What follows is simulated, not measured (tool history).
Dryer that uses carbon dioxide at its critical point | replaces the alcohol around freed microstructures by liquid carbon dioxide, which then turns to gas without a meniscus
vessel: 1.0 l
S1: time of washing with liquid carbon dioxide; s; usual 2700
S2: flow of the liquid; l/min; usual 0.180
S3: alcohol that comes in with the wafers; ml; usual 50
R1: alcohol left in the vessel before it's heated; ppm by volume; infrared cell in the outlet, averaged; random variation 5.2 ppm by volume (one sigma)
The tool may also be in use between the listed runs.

run,hour,S1,S2,S3,R1
1,0.0,2700,0.180,50,198
2,17.1,2700,0.180,50,201
3,26.1,2700,0.180,50,200
4,40.8,2700,0.180,50,199
5,57.4,2700,0.168,50,277
6,66.1,2700,0.168,50,282
7,84.1,2820,0.180,50,173
8,92.0,2820,0.180,50,181
9,100.8,2820,0.180,50,172
10,114.0,2700,0.180,50,203
11,127.9,2700,0.180,50,223
12,137.2,2700,0.180,74,305
13,147.9,2700,0.180,50,230
14,160.5,2700,0.180,50,227
15,178.7,2700,0.180,50,227
16,194.3,2700,0.180,50,238
17,209.6,2700,0.180,50,251
18,218.6,2700,0.180,50,249
19,228.7,2700,0.180,50,241
20,236.0,2700,0.180,50,256
21,252.1,2700,0.180,50,254
22,265.5,2700,0.180,50,262
23,280.9,2700,0.180,50,265
24,289.7,3660,0.180,50,93
25,306.3,2100,0.180,51,779
26,323.0,1620,0.295,29,192
27,334.7,2160,0.295,23,90
28,344.0,2700,0.150,50,598
29,354.0,2700,0.180,22,168
30,362.4,2160,0.283,22,95
31,375.5,3600,0.111,25,359
# hour 380.2: inlet filter changed
32,385.1,3600,0.111,25,200
33,401.4,3060,0.152,100,297
34,408.8,3060,0.152,100,291
35,419.9,1740,0.180,87,1454
36,428.2,2280,0.250,92,122
37,442.2,2280,0.250,92,140
38,449.9,2280,0.250,92,139
39,464.1,2280,0.250,92,132
40,477.7,1740,0.111,59,4805
41,491.7,2220,0.111,64,2672
42,507.9,2760,0.157,57,300
43,524.6,2760,0.157,57,295
44,539.6,2760,0.157,57,298
45,546.9,2700,0.122,24,431
46,559.8,2220,0.295,24,99
47,576.5,3960,0.268,24,84
48,594.5,1980,0.276,43,137

Forecast each of these 3 alternatives for the next run:
A,612.0,2700,0.180,107,?
B,612.0,4020,0.144,33,?
C,612.0,3660,0.283,28,?

run,R1
A,314
B,115
C,101
Without the tool's hidden state the same runs would have given:
run,R1
A,182
B,19
C,10
